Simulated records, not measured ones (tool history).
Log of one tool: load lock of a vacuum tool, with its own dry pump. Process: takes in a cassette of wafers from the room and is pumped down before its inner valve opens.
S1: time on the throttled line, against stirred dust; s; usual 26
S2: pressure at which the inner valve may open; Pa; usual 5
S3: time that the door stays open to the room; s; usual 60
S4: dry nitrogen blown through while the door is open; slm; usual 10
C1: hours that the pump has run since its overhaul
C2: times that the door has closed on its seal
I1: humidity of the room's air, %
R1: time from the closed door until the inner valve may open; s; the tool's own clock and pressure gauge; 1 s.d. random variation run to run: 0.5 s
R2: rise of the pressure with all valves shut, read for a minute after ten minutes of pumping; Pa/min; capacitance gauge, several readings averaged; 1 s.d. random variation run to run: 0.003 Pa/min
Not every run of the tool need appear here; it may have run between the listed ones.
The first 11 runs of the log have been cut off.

{"run": 12, "hour": 846.6, "S1": 26, "S2": 5, "S3": 49, "S4": 10, "C1": 9060, "C2": 1666, "I1": 43.4, "R1": 71.6, "R2": 0.021}
{"run": 13, "hour": 901.5, "S1": 26, "S2": 5, "S3": 60, "S4": 10, "C1": 9115, "C2": 1732, "I1": 42.1, "R1": 72.0, "R2": 0.019}
{"run": 14, "hour": 1006.6, "S1": 26, "S2": 5, "S3": 60, "S4": 10, "C1": 9220, "C2": 1860, "I1": 47.7, "R1": 71.4, "R2": 0.022}
{"run": 15, "hour": 1078.5, "S1": 26, "S2": 4, "S3": 60, "S4": 10, "C1": 9292, "C2": 1947, "I1": 45.6, "R1": 74.3, "R2": 0.022}
{"run": 16, "hour": 1138.0, "S1": 26, "S2": 5, "S3": 60, "S4": 10, "C1": 9351, "C2": 2019, "I1": 43.3, "R1": 71.8, "R2": 0.019}
{"run": 17, "hour": 1219.1, "S1": 22, "S2": 5, "S3": 60, "S4": 10, "C1": 9432, "C2": 2117, "I1": 43.9, "R1": 69.1, "R2": 0.023}
{"run": 18, "hour": 1292.8, "S1": 26, "S2": 5, "S3": 60, "S4": 10, "C1": 9506, "C2": 2206, "I1": 46.5, "R1": 72.0, "R2": 0.019}
{"run": 19, "hour": 1387.6, "S1": 26, "S2": 5, "S3": 60, "S4": 10, "C1": 9601, "C2": 2321, "I1": 49.7, "R1": 72.0, "R2": 0.031}
{"run": 20, "hour": 1480.8, "S1": 47, "S2": 6, "S3": 42, "S4": 7, "C1": 9694, "C2": 2434, "I1": 48.0, "R1": 85.3, "R2": 0.025}
{"run": 21, "hour": 1554.2, "S1": 26, "S2": 5, "S3": 37, "S4": 10, "C1": 9768, "C2": 2523, "I1": 45.6, "R1": 72.5, "R2": 0.021}
{"run": 22, "hour": 1636.2, "S1": 26, "S2": 5, "S3": 37, "S4": 10, "C1": 9849, "C2": 2622, "I1": 44.9, "R1": 72.2, "R2": 0.026}
{"run": 23, "hour": 1725.6, "S1": 26, "S2": 5, "S3": 37, "S4": 10, "C1": 9939, "C2": 2731, "I1": 43.9, "R1": 72.8, "R2": 0.015}
{"run": 24, "hour": 1809.8, "S1": 26, "S2": 5, "S3": 217, "S4": 10, "C1": 10023, "C2": 2833, "I1": 47.1, "R1": 71.3, "R2": 0.042}
{"run": 25, "hour": 1874.0, "S1": 34, "S2": 4, "S3": 33, "S4": 10, "C1": 10087, "C2": 2910, "I1": 47.1, "R1": 80.3, "R2": 0.023}
{"run": 26, "hour": 1964.0, "S1": 34, "S2": 4, "S3": 33, "S4": 10, "C1": 10177, "C2": 3019, "I1": 46.0, "R1": 79.5, "R2": 0.021}
{"run": 27, "hour": 2057.9, "S1": 27, "S2": 5, "S3": 76, "S4": 30, "C1": 10271, "C2": 3133, "I1": 45.8, "R1": 73.2, "R2": 0.018}
{"run": 28, "hour": 2162.2, "S1": 27, "S2": 5, "S3": 76, "S4": 30, "C1": 10375, "C2": 3259, "I1": 50.1, "R1": 73.6, "R2": 0.016}
{"run": 29, "hour": 2266.5, "S1": 32, "S2": 5, "S3": 76, "S4": 30, "C1": 10480, "C2": 3386, "I1": 44.2, "R1": 77.0, "R2": 0.019}

Run 30 is up next; what results do you expect?
{"run": 30, "hour": 2366.4, "S1": 35, "S2": 5, "S3": 71, "S4": 5, "C1": 10580, "C2": 3507, "I1": 46.7, "R1": "?", "R2": "?"}

{"run 30": {"R1": 79.2, "R2": 0.034}}
With the hidden condition absent and the run-to-run variation left alone, this run would have shown R1 73.6 s, R2 0.022 Pa/min.
